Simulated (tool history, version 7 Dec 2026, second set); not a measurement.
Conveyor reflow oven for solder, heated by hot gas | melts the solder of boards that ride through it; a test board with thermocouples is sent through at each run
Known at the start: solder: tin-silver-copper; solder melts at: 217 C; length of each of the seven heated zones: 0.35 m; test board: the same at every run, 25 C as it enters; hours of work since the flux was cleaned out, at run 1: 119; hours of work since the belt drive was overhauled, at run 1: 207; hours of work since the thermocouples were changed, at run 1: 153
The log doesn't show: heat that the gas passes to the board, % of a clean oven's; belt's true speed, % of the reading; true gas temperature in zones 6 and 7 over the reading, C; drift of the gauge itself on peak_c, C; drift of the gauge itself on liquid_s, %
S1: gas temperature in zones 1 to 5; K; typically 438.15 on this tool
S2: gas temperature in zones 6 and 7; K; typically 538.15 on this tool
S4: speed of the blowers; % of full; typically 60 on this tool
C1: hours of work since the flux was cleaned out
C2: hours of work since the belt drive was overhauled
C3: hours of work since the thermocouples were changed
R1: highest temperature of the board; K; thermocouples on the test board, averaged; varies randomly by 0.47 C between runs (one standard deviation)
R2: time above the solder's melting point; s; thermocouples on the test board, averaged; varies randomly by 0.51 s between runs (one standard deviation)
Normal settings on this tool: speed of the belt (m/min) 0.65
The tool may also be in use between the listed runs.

run 1 day=0 | S1=438.15 S2=538.15 speed_of_the_belt_(m/min)=0.65 S4=60 | C1=119 C2=207 C3=153 | R1=516.25 R2=40
run 2 day=0.238 | S1=438.15 S2=538.15 speed_of_the_belt_(m/min)=0.65 S4=60 | C1=122 C2=210 C3=156 | R1=516.05 R2=38.5
run 3 day=0.588 | S1=438.15 S2=538.15 speed_of_the_belt_(m/min)=0.65 S4=52 | C1=127 C2=214 C3=160 | R1=514.55 R2=37.3
run 4 day=0.846 | S1=438.15 S2=538.15 speed_of_the_belt_(m/min)=0.65 S4=52 | C1=130 C2=218 C3=164 | R1=515.05 R2=35.8
run 5 day=1.154 | S1=438.15 S2=529.15 speed_of_the_belt_(m/min)=0.65 S4=52 | C1=134 C2=222 C3=168 | R1=506.55 R2=29.5
run 6 day=1.496 | S1=438.15 S2=529.15 speed_of_the_belt_(m/min)=0.65 S4=52 | C1=138 C2=226 C3=172 | R1=507.15 R2=29.3
run 7 day=1.775 | S1=438.15 S2=529.15 speed_of_the_belt_(m/min)=0.65 S4=52 | C1=142 C2=230 C3=176 | R1=506.05 R2=28.9
run 8 day=2.05 | S1=438.15 S2=529.15 speed_of_the_belt_(m/min)=0.65 S4=52 | C1=146 C2=233 C3=179 | R1=507.05 R2=29.3
run 9 day=2.279 | S1=447.15 S2=538.15 speed_of_the_belt_(m/min)=0.65 S4=60 | C1=149 C2=236 C3=182 | R1=517.75 R2=42.1
-- day=2.508 flux residue cleaned out of gas plates and filters
run 10 day=2.846 | S1=447.15 S2=538.15 speed_of_the_belt_(m/min)=0.65 S4=60 | C1=4 C2=241 C3=187 | R1=516.85 R2=41.5
run 11 day=3.133 | S1=447.15 S2=538.15 speed_of_the_belt_(m/min)=0.65 S4=60 | C1=8 C2=245 C3=190 | R1=516.65 R2=42.2
-- day=3.425 flux residue cleaned out of gas plates and filters, once more
run 12 day=3.704 | S1=432.15 S2=538.15 speed_of_the_belt_(m/min)=0.52 S4=60 | C1=4 C2=249 C3=195 | R1=524.95 R2=56.1
run 13 day=4.046 | S1=432.15 S2=538.15 speed_of_the_belt_(m/min)=0.52 S4=60 | C1=8 C2=254 C3=199 | R1=524.35 R2=55.8
run 14 day=4.433 | S1=432.15 S2=538.15 speed_of_the_belt_(m/min)=0.52 S4=60 | C1=13 C2=259 C3=204 | R1=523.35 R2=55.5
run 15 day=4.842 | S1=432.15 S2=538.15 speed_of_the_belt_(m/min)=0.52 S4=60 | C1=18 C2=264 C3=210 | R1=523.35 R2=54.6
run 16 day=5.054 | S1=432.15 S2=538.15 speed_of_the_belt_(m/min)=0.52 S4=60 | C1=21 C2=267 C3=212 | R1=524.25 R2=56
run 17 day=5.442 | S1=432.15 S2=538.15 speed_of_the_belt_(m/min)=0.52 S4=60 | C1=26 C2=272 C3=217 | R1=523.85 R2=56.7
run 18 day=5.783 | S1=432.15 S2=538.15 speed_of_the_belt_(m/min)=0.52 S4=60 | C1=30 C2=276 C3=222 | R1=523.15 R2=55.1
run 19 day=5.983 | S1=443.15 S2=527.15 speed_of_the_belt_(m/min)=0.52 S4=60 | C1=33 C2=279 C3=224 | R1=515.85 R2=51.7
run 20 day=6.342 | S1=443.15 S2=527.15 speed_of_the_belt_(m/min)=0.52 S4=60 | C1=38 C2=283 C3=229 | R1=514.65 R2=53.1

Alternative continuations, all from the tool just after run 20; predict every row:
run A day=6.504 | S1=438.15 S2=538.15 speed_of_the_belt_(m/min)=0.65 S4=55 | C1=40 C2=285 C3=231 | R1=? R2=?
run B day=6.504 | S1=438.15 S2=538.15 speed_of_the_belt_(m/min)=0.635 S4=60 | C1=40 C2=285 C3=231 | R1=? R2=?
run C day=6.504 | S1=434.15 S2=533.15 speed_of_the_belt_(m/min)=0.65 S4=60 | C1=40 C2=285 C3=231 | R1=? R2=?
run D day=6.504 | S1=433.15 S2=538.15 speed_of_the_belt_(m/min)=0.744 S4=51 | C1=40 C2=285 C3=231 | R1=? R2=?

run=A R1=515.85 R2=38.1
run=B R1=517.85 R2=41.6
run=C R1=511.55 R2=33.2
run=D R1=507.65 R2=23.9
What these runs would have given with no unlogged condition in the tool:
run=A R1=516.85 R2=38.7
run=B R1=518.85 R2=42.1
run=C R1=512.45 R2=33.9
run=D R1=508.65 R2=24.7

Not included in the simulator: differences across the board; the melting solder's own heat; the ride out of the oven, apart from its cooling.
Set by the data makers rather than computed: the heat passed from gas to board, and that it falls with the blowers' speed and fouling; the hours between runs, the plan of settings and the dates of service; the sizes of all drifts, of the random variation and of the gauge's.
